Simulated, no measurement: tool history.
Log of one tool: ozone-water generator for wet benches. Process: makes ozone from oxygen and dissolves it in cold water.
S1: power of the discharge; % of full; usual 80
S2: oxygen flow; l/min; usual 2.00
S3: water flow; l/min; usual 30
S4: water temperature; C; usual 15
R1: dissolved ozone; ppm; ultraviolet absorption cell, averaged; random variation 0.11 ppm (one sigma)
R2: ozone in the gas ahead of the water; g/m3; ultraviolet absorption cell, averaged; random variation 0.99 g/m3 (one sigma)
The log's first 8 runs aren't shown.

{"run": 9, "hour": 1379.6, "S1": 80, "S2": 1.34, "S3": 30, "S4": 15, "R1": 4.7, "R2": 208.5}
{"run": 10, "hour": 1560.0, "S1": 97, "S2": 2.0, "S3": 30, "S4": 15, "R1": 6.6, "R2": 189.6}
{"hour": 1658.2, "done": "contactor cleaned"}
{"run": 11, "hour": 1664.1, "S1": 97, "S2": 2.0, "S3": 30, "S4": 15, "R1": 6.8, "R2": 190.2}
{"run": 12, "hour": 1819.0, "S1": 97, "S2": 2.0, "S3": 30, "S4": 15, "R1": 6.5, "R2": 189.2}
{"run": 13, "hour": 1929.1, "S1": 97, "S2": 2.0, "S3": 30, "S4": 15, "R1": 6.5, "R2": 189.0}
{"run": 14, "hour": 2053.7, "S1": 80, "S2": 2.0, "S3": 30, "S4": 15, "R1": 5.3, "R2": 158.2}
{"run": 15, "hour": 2190.2, "S1": 80, "S2": 2.0, "S3": 27, "S4": 15, "R1": 6.2, "R2": 156.9}
{"run": 16, "hour": 2359.8, "S1": 80, "S2": 2.7, "S3": 30, "S4": 17, "R1": 5.6, "R2": 130.9}
{"run": 17, "hour": 2591.3, "S1": 80, "S2": 2.0, "S3": 30, "S4": 10, "R1": 5.6, "R2": 153.8}
{"run": 18, "hour": 2689.2, "S1": 52, "S2": 1.89, "S3": 25, "S4": 10, "R1": 4.8, "R2": 111.7}
{"run": 19, "hour": 2844.0, "S1": 52, "S2": 1.89, "S3": 25, "S4": 10, "R1": 4.6, "R2": 111.3}
{"run": 20, "hour": 2977.7, "S1": 47, "S2": 1.08, "S3": 33, "S4": 19, "R1": 2.4, "R2": 144.5}
{"run": 21, "hour": 3094.5, "S1": 49, "S2": 2.0, "S3": 30, "S4": 15, "R1": 3.5, "R2": 100.5}
{"run": 22, "hour": 3297.9, "S1": 46, "S2": 2.0, "S3": 32, "S4": 15, "R1": 2.9, "R2": 96.0}
{"run": 23, "hour": 3511.8, "S1": 76, "S2": 1.61, "S3": 28, "S4": 17, "R1": 4.9, "R2": 163.4}
{"run": 24, "hour": 3726.5, "S1": 76, "S2": 1.61, "S3": 23, "S4": 17, "R1": 6.1, "R2": 163.6}
{"hour": 3743.3, "done": "contactor cleaned"}
{"run": 25, "hour": 3944.7, "S1": 80, "S2": 2.0, "S3": 22, "S4": 9, "R1": 7.6, "R2": 148.5}
{"hour": 3957.2, "done": "water thermometer calibrated"}
{"run": 26, "hour": 4170.8, "S1": 80, "S2": 1.01, "S3": 34, "S4": 15, "R1": 3.8, "R2": 224.8}
{"run": 27, "hour": 4381.1, "S1": 80, "S2": 1.01, "S3": 34, "S4": 15, "R1": 3.8, "R2": 225.4}
{"run": 28, "hour": 4503.0, "S1": 79, "S2": 2.31, "S3": 30, "S4": 15, "R1": 4.9, "R2": 132.8}
{"run": 29, "hour": 4726.2, "S1": 79, "S2": 2.31, "S3": 30, "S4": 15, "R1": 5.1, "R2": 129.8}
{"run": 30, "hour": 4871.1, "S1": 79, "S2": 2.31, "S3": 23, "S4": 11, "R1": 6.9, "R2": 130.0}

Forecast each of these 3 alternatives for the next run:
{"run": "A", "hour": 5043.7, "S1": 50, "S2": 3.54, "S3": 23, "S4": 11, "R1": "?", "R2": "?"}
{"run": "B", "hour": 5043.7, "S1": 79, "S2": 2.31, "S3": 44, "S4": 11, "R1": "?", "R2": "?"}
{"run": "C", "hour": 5043.7, "S1": 91, "S2": 2.0, "S3": 30, "S4": 10, "R1": "?", "R2": "?"}

run=A R1=5.1 R2=69.3
run=B R1=3.1 R2=127.4
run=C R1=5.4 R2=158.0
Without the tool's hidden state the same runs would have given:
run=A R1=5.9 R2=77.9
run=B R1=3.8 R2=152.9
run=C R1=6.8 R2=193.2
